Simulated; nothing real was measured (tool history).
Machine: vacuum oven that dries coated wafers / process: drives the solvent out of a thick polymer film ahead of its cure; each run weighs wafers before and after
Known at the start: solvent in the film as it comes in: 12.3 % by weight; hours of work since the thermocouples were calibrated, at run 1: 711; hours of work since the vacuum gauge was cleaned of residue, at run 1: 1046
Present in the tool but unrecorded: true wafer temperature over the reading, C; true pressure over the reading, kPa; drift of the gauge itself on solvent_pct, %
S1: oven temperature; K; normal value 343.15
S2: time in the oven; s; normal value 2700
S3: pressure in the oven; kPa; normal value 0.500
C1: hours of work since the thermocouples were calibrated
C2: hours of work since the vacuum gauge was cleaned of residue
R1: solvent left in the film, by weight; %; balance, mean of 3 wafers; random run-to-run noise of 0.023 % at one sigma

run     day      S1    S2     S3   C1    C2    R1
  1   0.000  343.15  2700  0.500  711  1046  2.66
  2   1.279  343.15  2700  0.500  732  1068  2.67
  3   3.192  332.15  2700  0.500  764  1099  6.04
  4   4.629  343.15  2100  0.500  788  1123  3.44
  5   6.308  343.15  2700  0.500  816  1151  2.63
  6   7.488  343.15  2700  0.500  835  1170  2.58
  7   8.612  343.15  2700  0.500  854  1189  2.62
  8   9.962  343.15  2700  0.500  876  1211  2.64
  9  10.912  343.15  2700  0.500  892  1227  2.64
 10  11.771  342.15  2700  0.500  906  1241  2.87
 11  12.933  343.15  2700  1.735  925  1261  3.26
     13.125  -- oven's thermocouples calibrated
 12  14.671  343.15  2700  1.735   26  1288  3.11
 13  15.979  335.15  2580  0.469   47  1310  5.10
 14  17.521  357.15  4500  1.750   73  1335  0.81
     17.829  -- oven's thermocouples calibrated, once more
 15  19.083  357.15  4500  1.750   21  1360  0.85
 16  20.008  357.15  4500  1.750   36  1375  0.89
 17  20.996  357.15  4500  1.750   52  1391  0.86
 18  22.683  357.15  4500  1.750   80  1419  0.87
 19  24.438  357.15  4500  1.750  109  1448  0.87
 20  26.167  343.15  3360  0.483  138  1477  2.32

Hidden state or all else? Some run-to-run changes of R1, split into what the settings, what came in and random variation would give without the hidden state, and what is left for the hidden state (with any gauge scatter that isn't in both results):
Run 2 -> 3: S1 343.15 -> 332.15. R1 +3.37 %: hidden state +0.01, all else +3.36.
Run 11 -> 12: oven's thermocouples calibrated. R1 -0.15 %: hidden state -0.15, all else +0.00.
Run 13 -> 14: S1 335.15 -> 357.15, S2 2580 -> 4500, S3 0.469 -> 1.750. R1 -4.29 %: hidden state +0.34, all else -4.63.
